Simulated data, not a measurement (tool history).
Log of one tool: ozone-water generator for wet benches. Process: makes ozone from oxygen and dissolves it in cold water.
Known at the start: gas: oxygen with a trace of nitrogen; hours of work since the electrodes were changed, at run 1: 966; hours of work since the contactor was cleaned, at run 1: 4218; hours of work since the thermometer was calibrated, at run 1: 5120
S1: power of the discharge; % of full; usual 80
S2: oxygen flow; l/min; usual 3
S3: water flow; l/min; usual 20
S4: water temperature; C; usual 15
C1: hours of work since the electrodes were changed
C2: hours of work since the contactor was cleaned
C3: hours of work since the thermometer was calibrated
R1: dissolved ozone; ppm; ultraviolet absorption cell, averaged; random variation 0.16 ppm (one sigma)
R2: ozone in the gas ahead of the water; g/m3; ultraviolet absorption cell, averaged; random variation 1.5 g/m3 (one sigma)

run,hour,S1,S2,S3,S4,C1,C2,C3,R1,R2
1,0,80,3,20,15,966,4218,5120,20.8,280.4
2,32.8,80,3.6,20,15,994,4246,5148,21.4,252.5
# hour 41.3: water thermometer calibrated
3,65.1,80,3.69,20,15,1022,4274,21,21.5,249.9
4,84.8,80,3.69,20,13,1039,4291,38,22.1,251.7
5,102.1,80,3.69,20,13,1054,4306,53,22.1,252.7
6,121.2,80,3,20,18,1070,4322,69,20.4,283.6
7,147.9,80,3,20,18,1093,4345,92,20.5,278.4
8,164.5,80,3,20,18,1108,4360,107,20.3,280.2
9,201.6,80,3,20,18,1140,4392,139,20.2,283.8
10,237.4,80,3,20,18,1171,4423,170,20.1,283.8
11,271,80,3,20,15,1200,4452,199,20.9,282.5
12,287.9,80,3.49,20,15,1215,4466,213,21.3,259
13,307.2,80,3.49,20,15,1231,4483,230,21.4,261.2
14,326.5,80,3.96,22,15,1248,4500,247,20,245.8
15,344.4,60,3,20,13,1264,4515,262,17.1,231.2
16,363.4,80,2.37,23,15,1280,4532,279,17.1,324.7
17,390.5,83,3.33,21,14,1303,4555,302,20.7,275
18,419.8,80,3.58,21,15,1329,4581,328,20.4,258.2
19,438.6,51,4.35,21,19,1345,4597,344,14.4,169.2
20,471.8,51,3.44,14,19,1374,4626,373,20.3,191.9
21,501.8,80,3,20,18,1400,4652,399,20.3,284.8
22,535.7,80,3,20,18,1429,4681,428,20.1,286
23,566,80,2,31,23,1455,4707,454,11.2,354.9
24,598.6,100,3.76,25,11,1484,4735,482,20.8,295.6
25,628.7,100,3.76,25,11,1510,4761,508,21.2,294.4
26,655.1,89,3,18,11,1533,4784,531,26,310.4

Measured less the same run without the tool's hidden state. The same run-to-run variation is in both; the gauge's scatter may not be:
The hidden state here: yield of the discharge, % of new electrodes'; contactor's efficiency, % of a clean one's; true water temperature over the reading, C; drift of the gauge itself on ozone_ppm, %; drift of the gauge itself on gas_g_m3, %.
run,R2
1,-0.2
2,+0.1
3,+0.4
4,+0.5
5,+0.7
6,+1
7,+1.2
8,+1.3
9,+1.7
10,+2
11,+2.3
12,+2.3
13,+2.5
14,+2.5
15,+2.5
16,+3.6
17,+3.3
18,+3.3
19,+2.3
20,+2.9
21,+4.4
22,+4.7
23,+6.2
24,+5.4
25,+5.7
26,+6.2
R1: within 0.1 ppm of the measured result in every run.

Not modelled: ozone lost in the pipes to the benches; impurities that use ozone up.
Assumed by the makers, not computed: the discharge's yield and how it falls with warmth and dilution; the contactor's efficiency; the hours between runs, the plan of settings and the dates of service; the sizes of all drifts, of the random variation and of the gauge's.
